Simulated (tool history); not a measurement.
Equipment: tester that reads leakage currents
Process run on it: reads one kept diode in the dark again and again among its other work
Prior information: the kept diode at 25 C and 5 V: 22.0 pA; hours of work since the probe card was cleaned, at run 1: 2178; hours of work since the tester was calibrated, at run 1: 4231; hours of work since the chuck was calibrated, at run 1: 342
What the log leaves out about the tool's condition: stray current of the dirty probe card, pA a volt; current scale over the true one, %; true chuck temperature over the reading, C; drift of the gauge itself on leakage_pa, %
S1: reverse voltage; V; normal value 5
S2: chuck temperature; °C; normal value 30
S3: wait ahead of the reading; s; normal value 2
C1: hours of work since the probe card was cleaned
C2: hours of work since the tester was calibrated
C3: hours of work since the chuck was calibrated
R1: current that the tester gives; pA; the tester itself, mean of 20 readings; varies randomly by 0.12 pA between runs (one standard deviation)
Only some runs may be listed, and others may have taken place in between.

Run 1, day 0: usual settings; C1 2178; C2 4231; C3 342. Result: R1 41.12 pA.
Run 2, day 10.771: usual settings but S1 2.11 V; C1 2328; C2 4382; C3 492. Result: R1 26.45 pA.
Run 3, day 20.5: usual settings but S1 2.11 V; C1 2465; C2 4518; C3 629. Result: R1 26.53 pA.
Run 4, day 25.433: usual settings but S1 2.11 V; C1 2534; C2 4587; C3 698. Result: R1 26.63 pA.
Run 5, day 35.262: usual settings but S2 22 °C; C1 2671; C2 4725; C3 835. Result: R1 23.63 pA.
Run 6, day 43.029: usual settings but S2 22 °C; C1 2780; C2 4833; C3 944. Result: R1 24.05 pA.
Run 7, day 51.071: usual settings but S2 22 °C; C1 2893; C2 4946; C3 1057. Result: R1 24.44 pA.
Run 8, day 60.854: usual settings but S1 4.25 V, S3 2.06 s; C1 3030; C2 5083; C3 1194. Result: R1 40.47 pA.
At day 64.538: tester calibrated.
Run 9, day 71.979: usual settings but S1 4.25 V, S3 0.44 s; C1 3184; C2 104; C3 1348. Result: R1 40.9 pA.
Run 10, day 79.933: usual settings but S1 4.44 V, S2 52 °C, S3 0.6 s; C1 3295; C2 216; C3 1459. Result: R1 230.14 pA.
Run 11, day 89.692: usual settings but S1 4.44 V, S2 27 °C, S3 0.43 s; C1 3432; C2 352; C3 1596. Result: R1 34.56 pA.
At day 97.904: probe card cleaned and baked.
Run 12, day 99.788: usual settings but S1 11.28 V, S2 50 °C, S3 0.43 s; C1 26; C2 492; C3 1736. Result: R1 303.86 pA.
Run 13, day 105.108: usual settings but S2 22 °C, S3 3.33 s; C1 101; C2 566; C3 1810. Result: R1 18.35 pA.
Run 14, day 114.046: usual settings but S3 1.34 s; C1 226; C2 691; C3 1935. Result: R1 38.67 pA.

Entry by entry between the runs, the difference in hidden state between the last listed run before and the first listed run after:
Between runs 8 and 9: tester calibrated (day 64.538)
  stray current of the dirty probe card, pA a volt: 1.369 -> 1.443; current scale over the true one, %: 1.61 -> 0.1; true chuck temperature over the reading, C: 0.49 -> 0.56
  measured minus no-state result, R1: +7.85 -> +7.77 pA
Between runs 11 and 12: probe card cleaned and baked (day 97.904)
  stray current of the dirty probe card, pA a volt: 1.562 -> 0.035; current scale over the true one, %: 0.17 -> 0.21; true chuck temperature over the reading, C: 0.66 -> 0.72
  measured minus no-state result, R1: +8.52 -> +17.5 pA
